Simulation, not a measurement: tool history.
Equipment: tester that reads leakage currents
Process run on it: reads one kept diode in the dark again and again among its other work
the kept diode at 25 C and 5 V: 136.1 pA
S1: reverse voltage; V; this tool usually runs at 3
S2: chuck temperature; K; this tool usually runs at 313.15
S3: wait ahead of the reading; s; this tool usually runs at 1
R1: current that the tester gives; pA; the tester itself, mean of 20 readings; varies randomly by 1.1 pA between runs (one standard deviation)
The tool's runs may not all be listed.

run    hour    S1      S2    S3      R1
  1       0     3  313.15     1  330.39
  2    46.3     3  313.15     1   330.4
  3     109     3  313.15  4.34   328.3
  4   155.5     3  296.15     1   89.29
  5   198.1     3  313.15  0.66  329.73
  6   234.9     3  313.15  0.66  329.71
  7   299.4     3  313.15  0.66  327.03
      307.1  -- probe card cleaned and baked
  8   359.7     3  313.15  0.66  329.84
  9   412.5     3  313.15  4.97  327.04
      451.8  -- probe card cleaned and baked, once more
 10   459.7     3  313.15  4.97  321.71
 11   536.8  1.53  305.15     1  131.72
 12   593.7  3.09  325.15  7.87  767.48
 13   639.4  3.09  325.15  7.87  767.68
 14   696.6  3.09  325.15  7.87  765.41
 15   740.7  9.45  321.15  2.36  923.67
 16   809.2  2.23  300.15   0.6  102.92
 17   888.8  2.23  300.15   0.6  102.98
 18   970.1  2.23  295.15   0.6   68.67
 19  1027.8  8.33  303.15  7.87  226.35

4 ways to go on from here, each from the tool as it stands after run 19. What would each give?
  A  1083.9   5.37  326.15  7.87   ?
  B  1083.9  16.84  331.15  4.21   ?
  C  1083.9   8.33  300.15  9.81   ?
  D  1083.9      3  313.15  0.47   ?

run       R1
  A  1013.98
  B  2303.25
  C   178.25
  D   317.63
Stripped of hidden state, with their random variation kept, the same runs would have yielded:
run       R1
  A  1122.61
  B  2539.98
  C   198.48
  D   354.29

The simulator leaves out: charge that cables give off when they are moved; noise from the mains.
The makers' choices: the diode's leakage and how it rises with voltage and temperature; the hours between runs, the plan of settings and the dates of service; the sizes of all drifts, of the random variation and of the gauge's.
